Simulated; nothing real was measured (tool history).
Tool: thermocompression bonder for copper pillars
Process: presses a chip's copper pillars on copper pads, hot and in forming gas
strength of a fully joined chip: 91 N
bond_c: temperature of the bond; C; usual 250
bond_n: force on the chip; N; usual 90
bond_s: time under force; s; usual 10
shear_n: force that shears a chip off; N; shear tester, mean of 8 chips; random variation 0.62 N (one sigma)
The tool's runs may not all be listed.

run,hour,bond_c,bond_n,bond_s,shear_n
1,0.0,250,90,10,36.1
2,27.5,250,90,12,39.4
# hour 53.8: forming gas filter changed
3,60.7,250,90,22,53.0
4,101.1,250,90,22,51.6
5,139.9,250,90,22,50.6
6,199.8,250,120,10,46.0
7,255.4,250,120,10,45.0
8,302.3,257,90,10,41.1
# hour 334.1: forming gas filter changed
9,361.3,230,90,10,29.3
10,402.6,250,72,10,34.8
11,463.2,250,68,10,32.3
12,512.3,250,68,10,31.7
13,552.4,250,75,10,34.4
14,608.8,250,75,10,33.5
# hour 612.1: forming gas filter changed
15,639.8,250,75,9,35.2
16,686.4,250,78,10,37.0
# hour 693.1: force cell calibrated
17,730.7,250,90,10,39.0
18,785.8,250,90,10,38.8
19,843.6,250,90,10,38.3
# hour 893.9: forming gas filter changed
20,904.7,250,90,10,41.3
21,954.4,250,91,28,56.2
22,998.9,238,119,5,29.6
# hour 1028.3: force cell calibrated, once more
23,1034.3,224,128,26,47.9
24,1066.7,250,129,8,47.0
25,1100.8,275,76,11,51.8
26,1161.9,254,90,9,40.0
# hour 1176.3: forming gas filter changed
27,1211.7,267,85,6,42.8
28,1267.0,222,90,10,26.8
29,1324.3,222,90,10,25.7
30,1376.7,222,90,11,26.3
31,1405.8,225,90,8,24.9
32,1447.0,234,90,17,37.0
# hour 1453.9: forming gas filter changed
33,1484.4,241,105,17,51.0
34,1534.6,241,105,17,48.1
35,1564.9,251,105,9,45.4
36,1603.1,245,105,7,37.0
37,1655.2,236,71,25,40.0
38,1693.7,236,71,25,39.4

Hidden state or all else? Some run-to-run changes of shear_n, split into what the settings, what came in and random variation would give without the hidden state, and what is left for the hidden state (with any gauge scatter that isn't in both results):
The hidden state here: true temperature of the bond over the reading, C; force that reaches the chip, % of what is set; oxide that the forming gas leaves, % of the face; drift of the gauge itself on shear_n, %.
Run 2 -> 3: bond_s 12 -> 22, forming gas filter changed. shear_n +13.6 N: hidden state +3.6, all else +10.0.
Run 21 -> 22: bond_c 250 -> 238, bond_n 91 -> 119, bond_s 28 -> 5. shear_n -26.6 N: hidden state -0.8, all else -25.8.
Run 22 -> 23: bond_c 238 -> 224, bond_n 119 -> 128, bond_s 5 -> 26, force cell calibrated, once more. shear_n +18.3 N: hidden state +2.9, all else +15.4.
Run 27 -> 28: bond_c 267 -> 222, bond_n 85 -> 90, bond_s 6 -> 10. shear_n -16.0 N: hidden state -1.1, all else -14.9.
Run 32 -> 33: bond_c 234 -> 241, bond_n 90 -> 105, forming gas filter changed. shear_n +14.0 N: hidden state +3.3, all else +10.7.

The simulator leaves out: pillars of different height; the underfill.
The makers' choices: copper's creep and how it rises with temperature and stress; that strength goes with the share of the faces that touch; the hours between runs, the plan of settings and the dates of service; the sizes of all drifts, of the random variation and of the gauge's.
